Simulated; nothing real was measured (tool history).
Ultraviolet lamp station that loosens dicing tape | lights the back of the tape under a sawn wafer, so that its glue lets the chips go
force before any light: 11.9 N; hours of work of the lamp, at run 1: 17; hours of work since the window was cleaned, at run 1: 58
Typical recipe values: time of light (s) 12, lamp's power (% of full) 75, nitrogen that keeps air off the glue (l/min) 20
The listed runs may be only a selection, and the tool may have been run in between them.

run	day	time of light (s)	lamp's power (% of full)	nitrogen that keeps air off the glue (l/min)	hours of work of the lamp	hours of work since the window was cleaned	force that peels the tape off (N)	light that reached the tape (J/m2)
1	0.000	12	75	20	17	58	0.325	5260
2	2.746	9	75	20	47	89	0.662	3980
3	4.729	9	75	20	69	111	0.664	3920
4	8.338	9	75	20	109	150	0.668	3950
5	10.996	9	75	20	138	180	0.682	3950
# day 12.996: window cleaned of glue's vapour
6	14.121	12	75	20	172	12	0.334	5300
7	16.633	17	75	20	200	40	0.183	7440
8	19.946	17	75	20	236	77	0.187	7380
9	22.229	12	75	20	261	102	0.323	5200
10	23.892	12	75	20	280	120	0.327	5240
11	25.967	12	75	20	303	143	0.315	5190
12	29.846	12	75	20	345	186	0.320	5210
# day 31.371: window cleaned of glue's vapour
13	32.842	12	75	20	378	16	0.339	5230
14	35.600	12	75	20	408	47	0.321	5190
15	39.379	12	75	7	450	88	0.853	5150
16	41.238	12	75	7	470	109	0.873	5250
17	43.496	12	63	20	495	134	0.512	4370
18	46.300	12	63	20	526	164	0.515	4370
19	49.567	12	63	20	562	200	0.513	4430
# day 49.933: window cleaned of glue's vapour
20	52.717	12	63	20	597	31	0.498	4410
21	56.271	6	89	20	636	70	1.158	3110
22	58.629	7	84	31	662	96	0.659	3440
23	61.217	9	79	13	690	124	0.819	4100
24	64.175	10	63	23	723	157	0.726	3600
25	67.079	22	95	14	755	189	0.152	12130
# day 68.383: window cleaned of glue's vapour
26	70.533	22	80	11	793	24	0.157	10220
27	72.246	7	75	12	811	43	1.785	3100
28	75.004	7	92	28	842	73	0.566	3760
29	78.788	14	67	15	883	115	0.390	5460
30	82.167	11	72	8	921	152	1.062	4660
31	86.146	10	66	16	964	196	0.857	3840
# day 86.754: window cleaned of glue's vapour
32	88.362	23	75	29	989	18	0.149	10020
33	90.433	12	75	32	1011	41	0.243	5210
# day 92.229: lamp changed
34	94.529	17	69	28	25	85	0.183	6850
35	96.571	17	80	23	48	108	0.170	7950
36	100.325	17	80	23	89	149	0.153	7880
37	102.488	17	80	23	113	173	0.152	7820
# day 105.100: window cleaned of glue's vapour
38	106.646	18	83	20	159	17	0.154	8700
39	108.354	10	83	9	177	36	0.856	4820
40	111.808	7	78	35	215	74	0.762	3190

What if the next run were any one of these 5? Each begins from the tool's condition after run 40:
A	113.788	8	61	12	237	96	?	?
B	113.788	8	82	20	237	96	?	?
C	113.788	7	78	13	237	96	?	?
D	113.788	14	77	14	237	96	?	?
E	113.788	11	78	21	237	96	?	?

run	force that peels the tape off (N)	light that reached the tape (J/m2)
A	1.957	2870
B	0.693	3790
C	1.514	3170
D	0.303	6300
E	0.345	5010
Without the tool's unlogged condition, the same runs would have read:
run	force that peels the tape off (N)	light that reached the tape (J/m2)
A	1.953	2870
B	0.691	3790
C	1.510	3180
D	0.302	6300
E	0.344	5020
